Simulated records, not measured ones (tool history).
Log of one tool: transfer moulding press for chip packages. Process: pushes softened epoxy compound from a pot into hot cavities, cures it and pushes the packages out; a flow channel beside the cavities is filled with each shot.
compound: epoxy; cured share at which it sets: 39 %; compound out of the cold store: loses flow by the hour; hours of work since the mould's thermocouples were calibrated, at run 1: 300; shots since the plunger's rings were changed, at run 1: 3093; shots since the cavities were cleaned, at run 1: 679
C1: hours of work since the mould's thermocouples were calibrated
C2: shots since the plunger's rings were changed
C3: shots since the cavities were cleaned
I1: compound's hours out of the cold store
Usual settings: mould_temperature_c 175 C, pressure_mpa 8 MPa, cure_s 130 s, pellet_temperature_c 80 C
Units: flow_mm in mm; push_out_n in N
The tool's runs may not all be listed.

run 1 hour=0 | mould_temperature_c=175 pressure_mpa=8 cure_s=130 pellet_temperature_c=80 | C1=300 C2=3093 C3=679 | I1=21.5 | flow_mm=918 push_out_n=384
-- hour=6.7 mould's thermocouples calibrated
run 2 hour=13.2 | mould_temperature_c=175 pressure_mpa=8 cure_s=130 pellet_temperature_c=80 | C1=4 C2=3199 C3=785 | I1=31 | flow_mm=867 push_out_n=394
run 3 hour=24.2 | mould_temperature_c=175 pressure_mpa=8 cure_s=130 pellet_temperature_c=80 | C1=11 C2=3304 C3=890 | I1=8.8 | flow_mm=969 push_out_n=422
-- hour=32.7 cavities cleaned with cleaning compound and waxed
run 4 hour=34.9 | mould_temperature_c=175 pressure_mpa=8 cure_s=130 pellet_temperature_c=80 | C1=17 C2=3391 C3=21 | I1=31.8 | flow_mm=854 push_out_n=273
run 5 hour=47.3 | mould_temperature_c=175 pressure_mpa=8 cure_s=130 pellet_temperature_c=80 | C1=25 C2=3509 C3=139 | I1=42.8 | flow_mm=821 push_out_n=304
run 6 hour=58.6 | mould_temperature_c=175 pressure_mpa=8 cure_s=122 pellet_temperature_c=80 | C1=32 C2=3615 C3=245 | I1=17 | flow_mm=926 push_out_n=369
run 7 hour=65.8 | mould_temperature_c=175 pressure_mpa=8 cure_s=122 pellet_temperature_c=80 | C1=37 C2=3684 C3=314 | I1=29.1 | flow_mm=880 push_out_n=378
run 8 hour=74.8 | mould_temperature_c=175 pressure_mpa=8 cure_s=122 pellet_temperature_c=80 | C1=43 C2=3770 C3=400 | I1=21.1 | flow_mm=902 push_out_n=394
run 9 hour=85.4 | mould_temperature_c=175 pressure_mpa=8 cure_s=120 pellet_temperature_c=80 | C1=49 C2=3870 C3=500 | I1=11.7 | flow_mm=959 push_out_n=424
run 10 hour=98.6 | mould_temperature_c=175 pressure_mpa=8 cure_s=130 pellet_temperature_c=85 | C1=58 C2=3995 C3=625 | I1=26.1 | flow_mm=879 push_out_n=386
run 11 hour=105.9 | mould_temperature_c=175 pressure_mpa=8 cure_s=133 pellet_temperature_c=80 | C1=63 C2=4065 C3=695 | I1=45.5 | flow_mm=802 push_out_n=386
run 12 hour=116.7 | mould_temperature_c=175 pressure_mpa=8 cure_s=130 pellet_temperature_c=80 | C1=69 C2=4167 C3=797 | I1=47.2 | flow_mm=787 push_out_n=389
run 13 hour=124.6 | mould_temperature_c=175 pressure_mpa=8 cure_s=130 pellet_temperature_c=79 | C1=74 C2=4242 C3=872 | I1=23.7 | flow_mm=897 push_out_n=406
-- hour=134.5 cavities cleaned with cleaning compound and waxed
run 14 hour=138.7 | mould_temperature_c=175 pressure_mpa=8 cure_s=130 pellet_temperature_c=79 | C1=83 C2=4362 C3=40 | I1=30.4 | flow_mm=859 push_out_n=266
run 15 hour=151.2 | mould_temperature_c=175 pressure_mpa=8 cure_s=130 pellet_temperature_c=80 | C1=91 C2=4480 C3=158 | I1=34.5 | flow_mm=840 push_out_n=316
run 16 hour=157.9 | mould_temperature_c=175 pressure_mpa=8 cure_s=115 pellet_temperature_c=73 | C1=95 C2=4544 C3=222 | I1=47.1 | flow_mm=788 push_out_n=388
run 17 hour=169.7 | mould_temperature_c=175 pressure_mpa=8 cure_s=115 pellet_temperature_c=73 | C1=102 C2=4656 C3=334 | I1=31.3 | flow_mm=841 push_out_n=407
run 18 hour=178.5 | mould_temperature_c=180 pressure_mpa=6.75 cure_s=130 pellet_temperature_c=74 | C1=108 C2=4739 C3=417 | I1=34.5 | flow_mm=751 push_out_n=340
run 19 hour=190 | mould_temperature_c=175 pressure_mpa=8.52 cure_s=130 pellet_temperature_c=85 | C1=115 C2=4849 C3=527 | I1=11.7 | flow_mm=976 push_out_n=404
run 20 hour=196.2 | mould_temperature_c=181 pressure_mpa=7.81 cure_s=130 pellet_temperature_c=80 | C1=119 C2=4907 C3=585 | I1=25.6 | flow_mm=848 push_out_n=347
run 21 hour=209.6 | mould_temperature_c=176 pressure_mpa=7.36 cure_s=130 pellet_temperature_c=82 | C1=128 C2=5034 C3=712 | I1=8.8 | flow_mm=916 push_out_n=397
run 22 hour=221 | mould_temperature_c=175 pressure_mpa=6.82 cure_s=130 pellet_temperature_c=70 | C1=135 C2=5142 C3=820 | I1=23.3 | flow_mm=813 push_out_n=400
run 23 hour=229.9 | mould_temperature_c=175 pressure_mpa=6.82 cure_s=130 pellet_temperature_c=70 | C1=141 C2=5227 C3=905 | I1=33.3 | flow_mm=774 push_out_n=393
-- hour=235.9 cavities cleaned with cleaning compound and waxed
run 24 hour=241.7 | mould_temperature_c=175 pressure_mpa=6.82 cure_s=130 pellet_temperature_c=70 | C1=148 C2=5325 C3=55 | I1=27.4 | flow_mm=800 push_out_n=279
run 25 hour=247.3 | mould_temperature_c=182 pressure_mpa=6.04 cure_s=169 pellet_temperature_c=84 | C1=151 C2=5378 C3=108 | I1=40 | flow_mm=689 push_out_n=271
run 26 hour=256.4 | mould_temperature_c=174 pressure_mpa=9.56 cure_s=157 pellet_temperature_c=74 | C1=157 C2=5464 C3=194 | I1=43.9 | flow_mm=872 push_out_n=300
run 27 hour=263.4 | mould_temperature_c=174 pressure_mpa=9.56 cure_s=157 pellet_temperature_c=74 | C1=161 C2=5531 C3=261 | I1=37.8 | flow_mm=899 push_out_n=308
run 28 hour=276.8 | mould_temperature_c=180 pressure_mpa=9.56 cure_s=157 pellet_temperature_c=74 | C1=170 C2=5658 C3=388 | I1=23.5 | flow_mm=949 push_out_n=321
run 29 hour=282.2 | mould_temperature_c=171 pressure_mpa=8.27 cure_s=120 pellet_temperature_c=87 | C1=173 C2=5709 C3=439 | I1=31.4 | flow_mm=869 push_out_n=487

Some steps in flow_mm between neighbouring runs. How much of each would the tool show without its hidden state too (settings, what came in, random variation), and how much is left for the hidden state, with any gauge scatter that isn't in both results?
The hidden state here: true mould temperature over the reading, C; pressure that reaches the compound, % of what is set; grip of the stained cavities, % over clean ones'; drift of the gauge itself on flow_mm, %; drift of the gauge itself on push_out_n, %.
Run 18 -> 19: mould_temperature_c 180 -> 175, pressure_mpa 6.75 -> 8.52, pellet_temperature_c 74 -> 85. flow_mm +225 mm: hidden state -12, all else +237.
Run 25 -> 26: mould_temperature_c 182 -> 174, pressure_mpa 6.04 -> 9.56, cure_s 169 -> 157, pellet_temperature_c 84 -> 74. flow_mm +183 mm: hidden state -10, all else +193.
